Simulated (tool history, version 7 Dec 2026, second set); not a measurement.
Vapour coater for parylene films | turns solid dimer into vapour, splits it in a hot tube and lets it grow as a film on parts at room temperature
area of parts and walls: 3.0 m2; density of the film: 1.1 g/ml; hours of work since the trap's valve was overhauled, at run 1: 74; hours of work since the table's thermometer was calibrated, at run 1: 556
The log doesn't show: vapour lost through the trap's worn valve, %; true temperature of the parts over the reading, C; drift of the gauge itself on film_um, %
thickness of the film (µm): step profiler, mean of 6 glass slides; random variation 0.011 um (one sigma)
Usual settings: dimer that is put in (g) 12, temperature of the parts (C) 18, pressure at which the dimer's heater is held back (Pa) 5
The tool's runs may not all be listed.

| run | hour | dimer that is put in (g) | temperature of the parts (C) | pressure at which the dimer's heater is held back (Pa) | hours of work since the trap's valve was overhauled | hours of work since the table's thermometer was calibrated | thickness of the film (µm) |
|---|---|---|---|---|---|---|---|
| 1 | 0 | 12 | 18 | 5 | 74 | 556 | 1.61 |
| 2 | 56.3 | 12 | 14 | 5 | 98 | 580 | 1.82 |
| 3 | 125.8 | 12 | 14 | 5 | 127 | 610 | 1.82 |
| 4 | 165.8 | 12 | 14 | 5 | 144 | 627 | 1.82 |
| 5 | 233 | 11 | 18 | 5 | 173 | 655 | 1.44 |
| 6 | 269.1 | 11 | 18 | 5 | 188 | 671 | 1.44 |
| 7 | 307.4 | 12 | 18 | 5 | 204 | 687 | 1.56 |
| 8 | 350.3 | 12 | 12 | 5 | 223 | 705 | 1.89 |
| 9 | 417.4 | 12 | 13 | 5 | 251 | 733 | 1.83 |
| 10 | 452.9 | 12 | 13 | 5 | 266 | 748 | 1.81 |
| 11 | 520.9 | 12 | 18 | 4.12 | 295 | 777 | 1.59 |
| 12 | 582.1 | 12 | 18 | 4.12 | 321 | 803 | 1.55 |
| 13 | 624.3 | 12 | 25 | 5 | 339 | 821 | 1.18 |
| 14 | 692.5 | 12 | 25 | 5 | 368 | 850 | 1.18 |
| 15 | 747 | 12 | 13 | 5 | 391 | 873 | 1.73 |
| 16 | 796.9 | 12 | 18 | 5 | 412 | 894 | 1.44 |
|  | 805.8 | trap's valve overhauled |
| 17 | 863.4 | 13 | 18 | 5 | 24 | 921 | 1.42 |
| 18 | 931.8 | 7 | 18 | 5 | 53 | 950 | 0.76 |
| 19 | 999.6 | 7 | 21 | 5 | 82 | 979 | 0.68 |
| 20 | 1029.7 | 7 | 21 | 5 | 95 | 991 | 0.68 |
| 21 | 1079 | 10 | 18 | 5 | 116 | 1012 | 1.06 |
|  | 1093.4 | trap's valve overhauled, once more |
| 22 | 1114.6 | 10 | 18 | 5 | 9 | 1026 | 1.38 |
| 23 | 1178.8 | 10 | 23 | 5 | 36 | 1053 | 1.14 |
| 24 | 1227.6 | 15 | 18 | 3.19 | 57 | 1073 | 2.25 |
| 25 | 1280.7 | 6 | 14 | 7.93 | 79 | 1096 | 0.84 |
| 26 | 1312 | 6 | 14 | 7.93 | 93 | 1109 | 0.83 |
| 27 | 1364.5 | 12 | 21 | 2.08 | 115 | 1131 | 1.72 |
| 28 | 1397.5 | 12 | 21 | 10.51 | 129 | 1145 | 1.21 |
| 29 | 1449.1 | 12 | 26 | 5 | 151 | 1167 | 1.21 |
| 30 | 1479.4 | 12 | 26 | 5 | 164 | 1180 | 1.2 |
| 31 | 1532 | 8 | 27 | 5 | 186 | 1203 | 0.78 |
| 32 | 1597.5 | 8 | 27 | 5 | 214 | 1230 | 0.79 |
| 33 | 1631.6 | 7 | 12 | 5 | 228 | 1245 | 1.09 |
| 34 | 1695.4 | 7 | 12 | 5 | 255 | 1272 | 1.09 |
| 35 | 1730 | 13 | 12 | 5 | 270 | 1286 | 2 |
| 36 | 1779.5 | 15 | 20 | 4.68 | 291 | 1307 | 1.8 |
| 37 | 1822.6 | 19 | 11 | 11.62 | 309 | 1326 | 2.52 |
| 38 | 1880.9 | 7 | 17 | 11.62 | 334 | 1350 | 0.76 |
| 39 | 1937.8 | 7 | 17 | 11.62 | 358 | 1375 | 0.75 |
| 40 | 1994.9 | 7 | 17 | 11.62 | 382 | 1399 | 0.75 |
| 41 | 2053.4 | 6 | 18 | 9.04 | 407 | 1424 | 0.64 |
| 42 | 2100.7 | 20 | 13 | 5 | 427 | 1444 | 2.85 |
| 43 | 2150 | 12 | 10 | 5 | 448 | 1464 | 1.88 |
| 44 | 2201.5 | 12 | 11 | 2.62 | 470 | 1486 | 2.06 |
|  | 2219.4 | trap's valve overhauled |
| 45 | 2259.2 | 20 | 18 | 5 | 17 | 1509 | 2.69 |
| 46 | 2306.8 | 20 | 18 | 5 | 37 | 1529 | 2.73 |

How the hidden state differs across the entries between the runs, from the last listed run before each to the first after it:
Between runs 16 and 17: trap's valve overhauled (hour 805.8)
  vapour lost through the trap's worn valve, %: 11.7 -> 20.2; true temperature of the parts over the reading, C: 0.57 -> 0.58
  measured less the result without the state, thickness of the film (µm): -0.23 -> -0.4
Between runs 21 and 22: trap's valve overhauled, once more (hour 1093.4)
  vapour lost through the trap's worn valve, %: 22.6 -> 0.3
  measured less the result without the state, thickness of the film (µm): -0.34 -> -0.03
Between runs 44 and 45: trap's valve overhauled (hour 2219.4)
  vapour lost through the trap's worn valve, %: 12.4 -> 1.4; true temperature of the parts over the reading, C: 0.85 -> 0.86
  measured less the result without the state, thickness of the film (µm): -0.36 -> -0.11
